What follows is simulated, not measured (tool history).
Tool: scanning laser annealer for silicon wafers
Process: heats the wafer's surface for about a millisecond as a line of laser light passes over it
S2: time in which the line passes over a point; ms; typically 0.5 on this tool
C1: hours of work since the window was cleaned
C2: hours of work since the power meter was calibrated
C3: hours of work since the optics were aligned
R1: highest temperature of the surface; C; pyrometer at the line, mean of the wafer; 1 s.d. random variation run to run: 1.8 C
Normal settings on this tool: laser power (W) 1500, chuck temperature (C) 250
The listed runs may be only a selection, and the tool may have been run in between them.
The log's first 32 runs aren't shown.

Run 33, day 55.167: usual settings but laser power (W) 1478, chuck temperature (C) 223; C1 369; C2 1862; C3 955. Result: R1 934 C.
Run 34, day 57.646: usual settings but laser power (W) 1293, S2 0.478 ms, chuck temperature (C) 231; C1 404; C2 1897; C3 990. Result: R1 844 C.
At day 58.167: window over the wafer cleaned.
Run 35, day 58.775: usual settings but laser power (W) 1276, S2 0.584 ms, chuck temperature (C) 215; C1 9; C2 1911; C3 1005. Result: R1 908 C.
Run 36, day 60.112: usual settings but S2 0.521 ms; C1 27; C2 1930; C3 1024. Result: R1 1010 C.
Run 37, day 61.738: usual settings but S2 0.521 ms; C1 50; C2 1953; C3 1047. Result: R1 1013 C.
Run 38, day 63.333: usual settings but S2 0.521 ms; C1 73; C2 1976; C3 1069. Result: R1 1005 C.
Run 39, day 64.396: usual settings but laser power (W) 1389, S2 0.602 ms, chuck temperature (C) 225; C1 88; C2 1991; C3 1084. Result: R1 983 C.
Run 40, day 65.679: usual settings but laser power (W) 1389, S2 0.602 ms, chuck temperature (C) 225; C1 106; C2 2009; C3 1103. Result: R1 977 C.
Run 41, day 67.4: usual settings but laser power (W) 1421, S2 0.602 ms, chuck temperature (C) 244; C1 130; C2 2033; C3 1127. Result: R1 1012 C.
Run 42, day 69.283: usual settings but laser power (W) 1336, chuck temperature (C) 222; C1 157; C2 2060; C3 1154. Result: R1 880 C.

Each row is a separate what-if for the run after 42, all from the same tool condition, not one after another. Results?
Run A, day 70.504: usual settings but laser power (W) 1382, S2 0.53 ms, chuck temperature (C) 263; C1 174; C2 2077; C3 1171. Result: R1 ?.
Run B, day 70.504: usual settings but S2 0.402 ms, chuck temperature (C) 214; C1 174; C2 2077; C3 1171. Result: R1 ?.
Run C, day 70.504: usual settings but laser power (W) 1632, S2 0.543 ms, chuck temperature (C) 262; C1 174; C2 2077; C3 1171. Result: R1 ?.

run    R1
  A   964
  B   873
  C  1086
The same runs, with their run-to-run variation unchanged, on a tool lacking any hidden condition would have given:
run    R1
  A   980
  B   887
  C  1104
